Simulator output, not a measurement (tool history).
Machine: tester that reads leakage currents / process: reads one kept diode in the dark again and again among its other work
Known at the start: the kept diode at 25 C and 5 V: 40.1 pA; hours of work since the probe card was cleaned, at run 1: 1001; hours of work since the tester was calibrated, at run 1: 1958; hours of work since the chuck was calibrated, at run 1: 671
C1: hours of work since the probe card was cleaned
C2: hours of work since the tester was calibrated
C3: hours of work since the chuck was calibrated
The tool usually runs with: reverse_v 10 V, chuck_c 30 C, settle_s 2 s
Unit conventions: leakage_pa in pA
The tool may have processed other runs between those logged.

{"run": 1, "hour": 0.0, "reverse_v": 10, "chuck_c": 30, "settle_s": 2, "C1": 1001, "C2": 1958, "C3": 671, "leakage_pa": 94.09}
{"run": 2, "hour": 74.1, "reverse_v": 10, "chuck_c": 30, "settle_s": 2, "C1": 1047, "C2": 2004, "C3": 718, "leakage_pa": 95.06}
{"run": 3, "hour": 173.8, "reverse_v": 10, "chuck_c": 30, "settle_s": 2, "C1": 1110, "C2": 2066, "C3": 780, "leakage_pa": 95}
{"run": 4, "hour": 228.4, "reverse_v": 9.4, "chuck_c": 30, "settle_s": 2, "C1": 1144, "C2": 2101, "C3": 815, "leakage_pa": 93.09}
{"run": 5, "hour": 324.7, "reverse_v": 14.5, "chuck_c": 30, "settle_s": 2, "C1": 1204, "C2": 2161, "C3": 875, "leakage_pa": 115.26}
{"run": 6, "hour": 374.2, "reverse_v": 1.7, "chuck_c": 30, "settle_s": 2, "C1": 1235, "C2": 2192, "C3": 906, "leakage_pa": 43.11}
{"run": 7, "hour": 462.0, "reverse_v": 1.7, "chuck_c": 30, "settle_s": 2, "C1": 1290, "C2": 2247, "C3": 961, "leakage_pa": 43.73}
{"run": 8, "hour": 538.3, "reverse_v": 10, "chuck_c": 30, "settle_s": 6.96, "C1": 1338, "C2": 2295, "C3": 1009, "leakage_pa": 97.64}
{"run": 9, "hour": 592.4, "reverse_v": 10, "chuck_c": 30, "settle_s": 6.96, "C1": 1372, "C2": 2329, "C3": 1043, "leakage_pa": 98.23}
{"run": 10, "hour": 652.9, "reverse_v": 10, "chuck_c": 24, "settle_s": 2, "C1": 1410, "C2": 2367, "C3": 1080, "leakage_pa": 60.13}
{"run": 11, "hour": 722.0, "reverse_v": 10, "chuck_c": 30, "settle_s": 2, "C1": 1453, "C2": 2410, "C3": 1124, "leakage_pa": 99.17}
{"hour": 779.1, "done": "tester calibrated"}
{"run": 12, "hour": 828.8, "reverse_v": 10, "chuck_c": 30, "settle_s": 2, "C1": 1519, "C2": 31, "C3": 1189, "leakage_pa": 102.37}
{"run": 13, "hour": 926.9, "reverse_v": 10, "chuck_c": 30, "settle_s": 2, "C1": 1580, "C2": 93, "C3": 1251, "leakage_pa": 103.32}
{"run": 14, "hour": 1035.4, "reverse_v": 10, "chuck_c": 30, "settle_s": 2, "C1": 1648, "C2": 161, "C3": 1319, "leakage_pa": 104.2}
{"run": 15, "hour": 1103.1, "reverse_v": 10, "chuck_c": 26, "settle_s": 2, "C1": 1691, "C2": 203, "C3": 1361, "leakage_pa": 74.99}
{"run": 16, "hour": 1173.0, "reverse_v": 10, "chuck_c": 41, "settle_s": 2, "C1": 1734, "C2": 247, "C3": 1405, "leakage_pa": 259.44}
{"run": 17, "hour": 1255.8, "reverse_v": 10, "chuck_c": 41, "settle_s": 2, "C1": 1786, "C2": 299, "C3": 1457, "leakage_pa": 260.82}
{"run": 18, "hour": 1314.2, "reverse_v": 10, "chuck_c": 39, "settle_s": 2, "C1": 1823, "C2": 335, "C3": 1493, "leakage_pa": 221.89}
{"run": 19, "hour": 1375.5, "reverse_v": 10, "chuck_c": 39, "settle_s": 2, "C1": 1861, "C2": 374, "C3": 1532, "leakage_pa": 222.3}
{"run": 20, "hour": 1479.6, "reverse_v": 10, "chuck_c": 39, "settle_s": 2, "C1": 1927, "C2": 439, "C3": 1597, "leakage_pa": 223.23}
{"run": 21, "hour": 1565.0, "reverse_v": 4, "chuck_c": 36, "settle_s": 8.18, "C1": 1980, "C2": 492, "C3": 1651, "leakage_pa": 115.23}
{"run": 22, "hour": 1672.4, "reverse_v": 1.9, "chuck_c": 51, "settle_s": 0.4, "C1": 2047, "C2": 560, "C3": 1718, "leakage_pa": 285.3}
{"run": 23, "hour": 1769.1, "reverse_v": 1.9, "chuck_c": 51, "settle_s": 0.4, "C1": 2108, "C2": 620, "C3": 1778, "leakage_pa": 288.36}
{"hour": 1839.2, "done": "chuck's temperature calibrated"}
{"run": 24, "hour": 1876.7, "reverse_v": 1.1, "chuck_c": 27, "settle_s": 2, "C1": 2174, "C2": 686, "C3": 23, "leakage_pa": 26.46}
{"run": 25, "hour": 1930.1, "reverse_v": 7.1, "chuck_c": 30, "settle_s": 2, "C1": 2207, "C2": 720, "C3": 57, "leakage_pa": 82.48}
{"run": 26, "hour": 1994.6, "reverse_v": 10, "chuck_c": 27, "settle_s": 2, "C1": 2248, "C2": 760, "C3": 97, "leakage_pa": 77.5}
{"run": 27, "hour": 2059.3, "reverse_v": 4.5, "chuck_c": 56, "settle_s": 2.83, "C1": 2288, "C2": 801, "C3": 138, "leakage_pa": 554.31}
{"run": 28, "hour": 2116.2, "reverse_v": 4.5, "chuck_c": 56, "settle_s": 2.83, "C1": 2324, "C2": 836, "C3": 173, "leakage_pa": 551.73}
{"run": 29, "hour": 2196.4, "reverse_v": 1.6, "chuck_c": 43, "settle_s": 3.2, "C1": 2374, "C2": 887, "C3": 224, "leakage_pa": 125.21}
{"run": 30, "hour": 2298.1, "reverse_v": 16.2, "chuck_c": 30, "settle_s": 0.64, "C1": 2438, "C2": 950, "C3": 287, "leakage_pa": 130.18}
{"run": 31, "hour": 2385.5, "reverse_v": 6, "chuck_c": 58, "settle_s": 2, "C1": 2493, "C2": 1005, "C3": 342, "leakage_pa": 737.48}
{"run": 32, "hour": 2487.5, "reverse_v": 6, "chuck_c": 58, "settle_s": 2, "C1": 2557, "C2": 1069, "C3": 406, "leakage_pa": 743.57}
{"run": 33, "hour": 2547.8, "reverse_v": 6, "chuck_c": 58, "settle_s": 2, "C1": 2594, "C2": 1107, "C3": 444, "leakage_pa": 742.22}
{"run": 34, "hour": 2651.5, "reverse_v": 6, "chuck_c": 49, "settle_s": 2, "C1": 2659, "C2": 1172, "C3": 509, "leakage_pa": 369.01}
{"run": 35, "hour": 2753.6, "reverse_v": 2, "chuck_c": 49, "settle_s": 3.36, "C1": 2723, "C2": 1236, "C3": 573, "leakage_pa": 231.27}

Below, each run's measurement less what the same run would have read without the hidden state. Both values contain the same run-to-run variation, but the gauge's scatter may not be the same in both:
Unlogged tool condition in this case: stray current of the dirty probe card, pA a volt; current scale over the true one, %; true chuck temperature over the reading, C; drift of the gauge itself on leakage_pa, %.
run=1 leakage_pa=+7.65
run=2 leakage_pa=+8.18
run=3 leakage_pa=+8.8
run=4 leakage_pa=+8.76
run=5 leakage_pa=+13.45
run=6 leakage_pa=+2.82
run=7 leakage_pa=+3.03
run=8 leakage_pa=+11.42
run=9 leakage_pa=+11.86
run=10 leakage_pa=+10.42
run=11 leakage_pa=+12.71
run=12 leakage_pa=+15.74
run=13 leakage_pa=+16.48
run=14 leakage_pa=+17.25
run=15 leakage_pa=+15.2
run=16 leakage_pa=+30.64
run=17 leakage_pa=+31.65
run=18 leakage_pa=+29.05
run=19 leakage_pa=+29.66
run=20 leakage_pa=+30.75
run=21 leakage_pa=+15.39
run=22 leakage_pa=+28.67
run=23 leakage_pa=+29.83
run=24 leakage_pa=+0.97
run=25 leakage_pa=+7.82
run=26 leakage_pa=+11.83
run=27 leakage_pa=+1.83
run=28 leakage_pa=+2.72
run=29 leakage_pa=+1.81
run=30 leakage_pa=+21.96
run=31 leakage_pa=+10.68
run=32 leakage_pa=+13.31
run=33 leakage_pa=+14.85
run=34 leakage_pa=+13.39
run=35 leakage_pa=+6.77

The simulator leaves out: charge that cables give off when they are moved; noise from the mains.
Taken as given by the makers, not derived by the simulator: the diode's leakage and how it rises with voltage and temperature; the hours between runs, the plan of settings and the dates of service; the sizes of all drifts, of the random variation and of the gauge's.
